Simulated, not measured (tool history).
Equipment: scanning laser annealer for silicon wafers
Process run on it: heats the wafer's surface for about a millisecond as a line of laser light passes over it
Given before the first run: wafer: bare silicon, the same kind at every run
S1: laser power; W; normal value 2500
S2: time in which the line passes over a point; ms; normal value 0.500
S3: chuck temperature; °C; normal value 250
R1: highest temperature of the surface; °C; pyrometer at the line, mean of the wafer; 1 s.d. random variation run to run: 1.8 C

| run | hour | S1 | S2 | S3 | R1 |
|---|---|---|---|---|---|
| 1 | 0.0 | 2500 | 0.500 | 250 | 1050 |
| 2 | 37.8 | 2500 | 0.500 | 250 | 1049 |
| 3 | 67.0 | 2500 | 0.490 | 250 | 1042 |
|  | 88.9 | window over the wafer cleaned |
| 4 | 97.2 | 2500 | 0.500 | 250 | 1051 |
|  | 110.8 | optics aligned, line set to its width |
| 5 | 130.8 | 2500 | 0.500 | 250 | 1050 |
| 6 | 179.8 | 2500 | 0.491 | 250 | 1044 |
| 7 | 211.9 | 2500 | 0.393 | 250 | 948 |
| 8 | 241.5 | 2500 | 0.500 | 250 | 1048 |
| 9 | 303.2 | 2500 | 0.500 | 250 | 1050 |
| 10 | 343.5 | 2500 | 0.500 | 250 | 1049 |
| 11 | 390.6 | 2500 | 0.500 | 250 | 1052 |
| 12 | 432.0 | 2500 | 0.500 | 250 | 1048 |
| 13 | 494.6 | 2500 | 0.500 | 250 | 1047 |
| 14 | 521.8 | 2500 | 0.500 | 250 | 1055 |
| 15 | 560.2 | 2500 | 0.500 | 250 | 1049 |
| 16 | 589.6 | 2500 | 0.500 | 250 | 1052 |
| 17 | 646.5 | 2430 | 0.500 | 250 | 1024 |
| 18 | 703.6 | 2430 | 0.500 | 250 | 1025 |
| 19 | 731.1 | 2430 | 0.500 | 250 | 1020 |
| 20 | 781.8 | 2500 | 0.500 | 229 | 1030 |
|  | 807.0 | window over the wafer cleaned |
| 21 | 815.0 | 2500 | 0.380 | 260 | 943 |
| 22 | 864.9 | 2472 | 0.360 | 281 | 940 |
| 23 | 917.0 | 2527 | 0.500 | 250 | 1062 |
| 24 | 949.3 | 2284 | 0.456 | 250 | 934 |
| 25 | 1011.2 | 2749 | 0.584 | 277 | 1255 |
| 26 | 1071.5 | 2500 | 0.542 | 248 | 1084 |
| 27 | 1128.6 | 2500 | 0.500 | 218 | 1017 |
| 28 | 1186.3 | 2617 | 0.603 | 210 | 1148 |
| 29 | 1247.0 | 2500 | 0.500 | 245 | 1042 |
| 30 | 1276.7 | 2500 | 0.500 | 245 | 1042 |
| 31 | 1331.9 | 2500 | 0.500 | 245 | 1044 |
| 32 | 1357.3 | 2500 | 0.500 | 245 | 1047 |
| 33 | 1415.1 | 2669 | 0.548 | 239 | 1151 |

What will run 34 give?
| 34 | 1455.7 | 2669 | 0.548 | 239 | ? |

R1: 1151 °C
If the tool had no hidden condition, the same run with the same run-to-run variation would have returned R1 1152 °C.

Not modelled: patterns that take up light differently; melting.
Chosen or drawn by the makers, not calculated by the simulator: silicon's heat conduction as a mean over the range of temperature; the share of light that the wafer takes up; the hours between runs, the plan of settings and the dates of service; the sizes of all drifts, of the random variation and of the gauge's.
